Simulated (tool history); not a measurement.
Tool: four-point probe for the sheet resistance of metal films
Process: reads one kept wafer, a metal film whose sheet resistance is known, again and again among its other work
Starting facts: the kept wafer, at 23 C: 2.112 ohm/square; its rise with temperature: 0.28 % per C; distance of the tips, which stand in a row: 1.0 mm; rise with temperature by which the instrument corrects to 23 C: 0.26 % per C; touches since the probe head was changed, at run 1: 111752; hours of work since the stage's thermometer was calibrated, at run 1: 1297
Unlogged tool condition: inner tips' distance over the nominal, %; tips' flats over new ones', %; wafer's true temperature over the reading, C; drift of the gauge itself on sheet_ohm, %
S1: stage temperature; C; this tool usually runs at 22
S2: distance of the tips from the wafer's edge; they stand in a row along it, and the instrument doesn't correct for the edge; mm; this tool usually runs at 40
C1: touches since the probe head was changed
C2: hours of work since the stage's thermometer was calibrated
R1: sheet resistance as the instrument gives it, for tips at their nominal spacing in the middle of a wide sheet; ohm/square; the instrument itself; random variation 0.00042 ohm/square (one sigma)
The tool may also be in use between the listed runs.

run	hour	S1	S2	C1	C2	R1
1	0	22	40	111752	1297	2.140842
2	31.7	22	40	113346	1322	2.140899
3	59.8	22	40	114763	1344	2.142408
4	95.3	22	40	116551	1373	2.141565
5	112.3	22	40	117405	1386	2.142015
6	149.6	22	40	119286	1416	2.142822
7	178.7	22	40	120748	1439	2.143126
8	214	22	40	122527	1467	2.14288
9	243.4	19	40	124006	1491	2.142048
10	277.1	19	45	125704	1518	2.142409
11	297.4	19	45	126725	1534	2.142788
12	327.2	19	45	128227	1558	2.142605
13	350.9	22	40	129420	1577	2.145017
14	367.7	22	40	130264	1590	2.143889
15	404.3	22	40	132105	1619	2.145099
16	423.5	22	40	133070	1634	2.146312
17	462.9	22	4	135058	1666	2.215021
# hour 467: stage's thermometer calibrated
18	491.4	22	4	136468	19	2.215352
19	513.6	22	4	137586	37	2.215423
20	531.4	25	4	138480	51	2.217002
21	548.3	25	5	139329	65	2.193795
22	566.8	25	5	140260	80	2.193473
23	594.7	25	5	141668	102	2.194629
24	633.7	33	40	143628	133	2.153047
# hour 672.2: stage's thermometer calibrated, once more
25	672.2	25	17	145545	0	2.151482
26	710.7	33	3	147481	31	2.271958
27	734.8	22	66	148696	50	2.146031
# hour 768.7: new probe head fitted
28	770.3	22	66	81	77	2.116245
29	803.1	19	40	1731	104	2.115935
30	828.5	22	13	3010	124	2.122264
31	850.5	22	13	4118	141	2.123874
32	885.9	31	18	5898	170	2.125486
33	916.6	34	30	7446	194	2.124798
34	952.5	34	30	9254	223	2.125023
35	983.9	34	30	10832	248	2.126003
36	1021	18	14	12703	277	2.124119
37	1048.7	32	14	14094	299	2.130256
38	1074.8	32	14	15412	320	2.129678
39	1093.5	22	32	16351	335	2.121524
40	1122.7	22	32	17822	359	2.122242
41	1150	22	5	19197	380	2.165768
42	1187.8	35	3	21097	410	2.246396
43	1209.9	29	48	22210	428	2.124776
44	1234.5	28	9	23448	448	2.138288
45	1256.4	28	9	24552	465	2.138587
46	1274.1	20	69	25444	479	2.12121

Predict each of these 3 candidate next runs independently; none follows another, all start after run 46:
A	1290.5	23	6	26269	492	?
B	1290.5	33	69	26269	492	?
C	1290.5	24	40	26269	492	?

run	R1
A	2.153847
B	2.127603
C	2.123355
Take away the tool's hidden state, keep each run's random variation, and the runs would have read:
run	R1
A	2.143104
B	2.116989
C	2.112754
